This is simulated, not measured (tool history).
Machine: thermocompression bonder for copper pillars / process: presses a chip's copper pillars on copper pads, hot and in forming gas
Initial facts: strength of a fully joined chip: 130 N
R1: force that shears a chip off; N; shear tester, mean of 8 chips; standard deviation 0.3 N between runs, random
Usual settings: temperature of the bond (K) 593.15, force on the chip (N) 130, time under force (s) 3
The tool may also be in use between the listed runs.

{"run": 1, "hour": 0.0, "temperature of the bond (K)": 593.15, "force on the chip (N)": 130, "time under force (s)": 3, "R1": 69.2}
{"run": 2, "hour": 6.1, "temperature of the bond (K)": 593.15, "force on the chip (N)": 130, "time under force (s)": 2, "R1": 60.3}
{"run": 3, "hour": 15.7, "temperature of the bond (K)": 563.15, "force on the chip (N)": 130, "time under force (s)": 3, "R1": 53.3}
{"run": 4, "hour": 30.5, "temperature of the bond (K)": 563.15, "force on the chip (N)": 130, "time under force (s)": 3, "R1": 53.5}
{"run": 5, "hour": 40.4, "temperature of the bond (K)": 593.15, "force on the chip (N)": 130, "time under force (s)": 9, "R1": 95.4}
{"run": 6, "hour": 52.3, "temperature of the bond (K)": 593.15, "force on the chip (N)": 130, "time under force (s)": 9, "R1": 94.8}
{"run": 7, "hour": 62.8, "temperature of the bond (K)": 593.15, "force on the chip (N)": 130, "time under force (s)": 9, "R1": 94.8}
{"run": 8, "hour": 74.3, "temperature of the bond (K)": 593.15, "force on the chip (N)": 130, "time under force (s)": 9, "R1": 95.2}
{"run": 9, "hour": 81.9, "temperature of the bond (K)": 566.15, "force on the chip (N)": 130, "time under force (s)": 3, "R1": 55.1}
{"run": 10, "hour": 95.3, "temperature of the bond (K)": 566.15, "force on the chip (N)": 130, "time under force (s)": 3, "R1": 55}
{"run": 11, "hour": 106.5, "temperature of the bond (K)": 566.15, "force on the chip (N)": 130, "time under force (s)": 3, "R1": 54.8}
{"run": 12, "hour": 113.9, "temperature of the bond (K)": 593.15, "force on the chip (N)": 193, "time under force (s)": 3, "R1": 96.1}
{"run": 13, "hour": 123.2, "temperature of the bond (K)": 571.15, "force on the chip (N)": 130, "time under force (s)": 3, "R1": 57}
{"run": 14, "hour": 135.2, "temperature of the bond (K)": 571.15, "force on the chip (N)": 130, "time under force (s)": 3, "R1": 57}
{"run": 15, "hour": 143.0, "temperature of the bond (K)": 571.15, "force on the chip (N)": 130, "time under force (s)": 3, "R1": 56.9}
{"run": 16, "hour": 154.4, "temperature of the bond (K)": 593.15, "force on the chip (N)": 130, "time under force (s)": 3, "R1": 69.6}
{"run": 17, "hour": 163.8, "temperature of the bond (K)": 593.15, "force on the chip (N)": 130, "time under force (s)": 4, "R1": 75.8}
{"run": 18, "hour": 175.3, "temperature of the bond (K)": 593.15, "force on the chip (N)": 130, "time under force (s)": 3, "R1": 69}
{"run": 19, "hour": 186.4, "temperature of the bond (K)": 593.15, "force on the chip (N)": 130, "time under force (s)": 3, "R1": 69.4}
{"run": 20, "hour": 194.2, "temperature of the bond (K)": 593.15, "force on the chip (N)": 167, "time under force (s)": 3, "R1": 86.2}
{"run": 21, "hour": 203.4, "temperature of the bond (K)": 593.15, "force on the chip (N)": 131, "time under force (s)": 7, "R1": 88.9}
{"run": 22, "hour": 213.7, "temperature of the bond (K)": 593.15, "force on the chip (N)": 131, "time under force (s)": 7, "R1": 88.9}
{"run": 23, "hour": 225.5, "temperature of the bond (K)": 571.15, "force on the chip (N)": 84, "time under force (s)": 3, "R1": 34.7}
{"run": 24, "hour": 233.0, "temperature of the bond (K)": 574.15, "force on the chip (N)": 84, "time under force (s)": 8, "R1": 53.1}
{"run": 25, "hour": 240.6, "temperature of the bond (K)": 597.15, "force on the chip (N)": 130, "time under force (s)": 2, "R1": 61.7}
{"run": 26, "hour": 247.0, "temperature of the bond (K)": 597.15, "force on the chip (N)": 130, "time under force (s)": 2, "R1": 62}
{"run": 27, "hour": 256.3, "temperature of the bond (K)": 578.15, "force on the chip (N)": 187, "time under force (s)": 8, "R1": 106.2}
{"run": 28, "hour": 268.6, "temperature of the bond (K)": 578.15, "force on the chip (N)": 187, "time under force (s)": 8, "R1": 106.3}
{"run": 29, "hour": 280.8, "temperature of the bond (K)": 578.15, "force on the chip (N)": 99, "time under force (s)": 2, "R1": 37.7}
{"run": 30, "hour": 288.3, "temperature of the bond (K)": 593.15, "force on the chip (N)": 180, "time under force (s)": 2, "R1": 81.1}
{"run": 31, "hour": 303.0, "temperature of the bond (K)": 568.15, "force on the chip (N)": 85, "time under force (s)": 4, "R1": 37.9}
{"run": 32, "hour": 314.4, "temperature of the bond (K)": 623.15, "force on the chip (N)": 85, "time under force (s)": 8, "R1": 78.1}
{"run": 33, "hour": 325.5, "temperature of the bond (K)": 579.15, "force on the chip (N)": 195, "time under force (s)": 6, "R1": 102.4}
{"run": 34, "hour": 336.9, "temperature of the bond (K)": 590.15, "force on the chip (N)": 78, "time under force (s)": 8, "R1": 55.9}
{"hour": 341.8, "done": "gauge calibrated"}
{"run": 35, "hour": 347.5, "temperature of the bond (K)": 621.15, "force on the chip (N)": 118, "time under force (s)": 9, "R1": 103.9}
{"run": 36, "hour": 360.9, "temperature of the bond (K)": 580.15, "force on the chip (N)": 118, "time under force (s)": 3, "R1": 56.5}
{"run": 37, "hour": 370.9, "temperature of the bond (K)": 594.15, "force on the chip (N)": 129, "time under force (s)": 3, "R1": 70.2}
{"run": 38, "hour": 385.6, "temperature of the bond (K)": 594.15, "force on the chip (N)": 129, "time under force (s)": 3, "R1": 69.7}
{"run": 39, "hour": 394.3, "temperature of the bond (K)": 593.15, "force on the chip (N)": 130, "time under force (s)": 2, "R1": 60.6}
{"run": 40, "hour": 407.4, "temperature of the bond (K)": 593.15, "force on the chip (N)": 130, "time under force (s)": 2, "R1": 60.6}

Results for each run, recomputed without the tool's hidden state and with each run's random variation untouched:
Unlogged tool condition in this case: true temperature of the bond over the reading, C; force that reaches the chip, % of what is set; oxide that the forming gas leaves, % of the face; drift of the gauge itself on shear_n, %.
run=1 R1=69.2
run=2 R1=60.3
run=3 R1=53.4
run=4 R1=53.6
run=5 R1=95.7
run=6 R1=95.2
run=7 R1=95.2
run=8 R1=95.7
run=9 R1=55.4
run=10 R1=55.4
run=11 R1=55.2
run=12 R1=96.9
run=13 R1=57.5
run=14 R1=57.6
run=15 R1=57.5
run=16 R1=70.4
run=17 R1=76.7
run=18 R1=69.9
run=19 R1=70.3
run=20 R1=87.4
run=21 R1=90.2
run=22 R1=90.3
run=23 R1=35.3
run=24 R1=54
run=25 R1=62.8
run=26 R1=63.2
run=27 R1=108.3
run=28 R1=108.4
run=29 R1=38.5
run=30 R1=82.9
run=31 R1=38.7
run=32 R1=79.9
run=33 R1=104.9
run=34 R1=57.3
run=35 R1=103.9
run=36 R1=56.6
run=37 R1=70.3
run=38 R1=69.9
run=39 R1=60.8
run=40 R1=60.9
